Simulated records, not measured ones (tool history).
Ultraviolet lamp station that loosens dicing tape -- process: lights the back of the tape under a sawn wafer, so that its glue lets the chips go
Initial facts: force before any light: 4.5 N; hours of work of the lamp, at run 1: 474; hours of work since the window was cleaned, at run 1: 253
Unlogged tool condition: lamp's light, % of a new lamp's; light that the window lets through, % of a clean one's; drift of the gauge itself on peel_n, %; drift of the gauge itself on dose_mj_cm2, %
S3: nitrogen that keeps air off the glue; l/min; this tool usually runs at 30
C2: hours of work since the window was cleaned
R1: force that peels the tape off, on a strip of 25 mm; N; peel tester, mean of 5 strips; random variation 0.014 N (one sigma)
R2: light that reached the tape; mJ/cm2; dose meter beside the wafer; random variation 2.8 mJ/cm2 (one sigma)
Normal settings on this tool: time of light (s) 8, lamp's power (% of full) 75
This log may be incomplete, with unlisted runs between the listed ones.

run 1 day=0 | time_of_light_(s)=8 lamp's_power_(%_of_full)=75 S3=30 | hours_of_work_of_the_lamp=474 C2=253 | R1=1.217 R2=252
run 2 day=0.75 | time_of_light_(s)=8 lamp's_power_(%_of_full)=75 S3=30 | hours_of_work_of_the_lamp=484 C2=262 | R1=1.266 R2=249
run 3 day=1.979 | time_of_light_(s)=8 lamp's_power_(%_of_full)=75 S3=30 | hours_of_work_of_the_lamp=500 C2=278 | R1=1.279 R2=247
run 4 day=2.842 | time_of_light_(s)=8 lamp's_power_(%_of_full)=75 S3=30 | hours_of_work_of_the_lamp=511 C2=289 | R1=1.3 R2=248
run 5 day=3.767 | time_of_light_(s)=8 lamp's_power_(%_of_full)=75 S3=30 | hours_of_work_of_the_lamp=522 C2=301 | R1=1.326 R2=239
run 6 day=4.638 | time_of_light_(s)=8 lamp's_power_(%_of_full)=75 S3=30 | hours_of_work_of_the_lamp=533 C2=312 | R1=1.3 R2=234
run 7 day=5.362 | time_of_light_(s)=8 lamp's_power_(%_of_full)=75 S3=30 | hours_of_work_of_the_lamp=543 C2=321 | R1=1.354 R2=237
run 8 day=6.342 | time_of_light_(s)=4 lamp's_power_(%_of_full)=75 S3=30 | hours_of_work_of_the_lamp=555 C2=334 | R1=2.607 R2=116
run 9 day=7.092 | time_of_light_(s)=4 lamp's_power_(%_of_full)=71 S3=17 | hours_of_work_of_the_lamp=565 C2=343 | R1=2.738 R2=109
run 10 day=7.85 | time_of_light_(s)=5 lamp's_power_(%_of_full)=70 S3=55 | hours_of_work_of_the_lamp=575 C2=353 | R1=2.124 R2=131
run 11 day=9.171 | time_of_light_(s)=5 lamp's_power_(%_of_full)=68 S3=55 | hours_of_work_of_the_lamp=591 C2=370 | R1=2.105 R2=128
run 12 day=10.321 | time_of_light_(s)=5 lamp's_power_(%_of_full)=68 S3=55 | hours_of_work_of_the_lamp=606 C2=385 | R1=2.201 R2=124
run 13 day=11.121 | time_of_light_(s)=8 lamp's_power_(%_of_full)=75 S3=27 | hours_of_work_of_the_lamp=616 C2=395 | R1=1.488 R2=216
run 14 day=12.058 | time_of_light_(s)=15 lamp's_power_(%_of_full)=92 S3=10 | hours_of_work_of_the_lamp=628 C2=407 | R1=0.726 R2=486
run 15 day=13.179 | time_of_light_(s)=15 lamp's_power_(%_of_full)=92 S3=10 | hours_of_work_of_the_lamp=643 C2=421 | R1=0.773 R2=479

Below are 5 alternative next runs, each starting from the tool's condition after run 15. Predict each:
run A day=14.238 | time_of_light_(s)=15 lamp's_power_(%_of_full)=81 S3=10 | hours_of_work_of_the_lamp=656 C2=435 | R1=? R2=?
run B day=14.238 | time_of_light_(s)=11 lamp's_power_(%_of_full)=82 S3=10 | hours_of_work_of_the_lamp=656 C2=435 | R1=? R2=?
run C day=14.238 | time_of_light_(s)=4 lamp's_power_(%_of_full)=75 S3=18 | hours_of_work_of_the_lamp=656 C2=435 | R1=? R2=?
run D day=14.238 | time_of_light_(s)=10 lamp's_power_(%_of_full)=92 S3=22 | hours_of_work_of_the_lamp=656 C2=435 | R1=? R2=?
run E day=14.238 | time_of_light_(s)=8 lamp's_power_(%_of_full)=60 S3=50 | hours_of_work_of_the_lamp=656 C2=435 | R1=? R2=?

run=A R1=0.932 R2=413
run=B R1=1.381 R2=311
run=C R1=2.819 R2=105
run=D R1=1 R2=313
run=E R1=1.838 R2=167
What these runs would have given with no unlogged condition in the tool:
run=A R1=0.289 R2=805
run=B R1=0.505 R2=604
run=C R1=1.822 R2=201
run=D R1=0.319 R2=610
run=E R1=0.813 R2=322

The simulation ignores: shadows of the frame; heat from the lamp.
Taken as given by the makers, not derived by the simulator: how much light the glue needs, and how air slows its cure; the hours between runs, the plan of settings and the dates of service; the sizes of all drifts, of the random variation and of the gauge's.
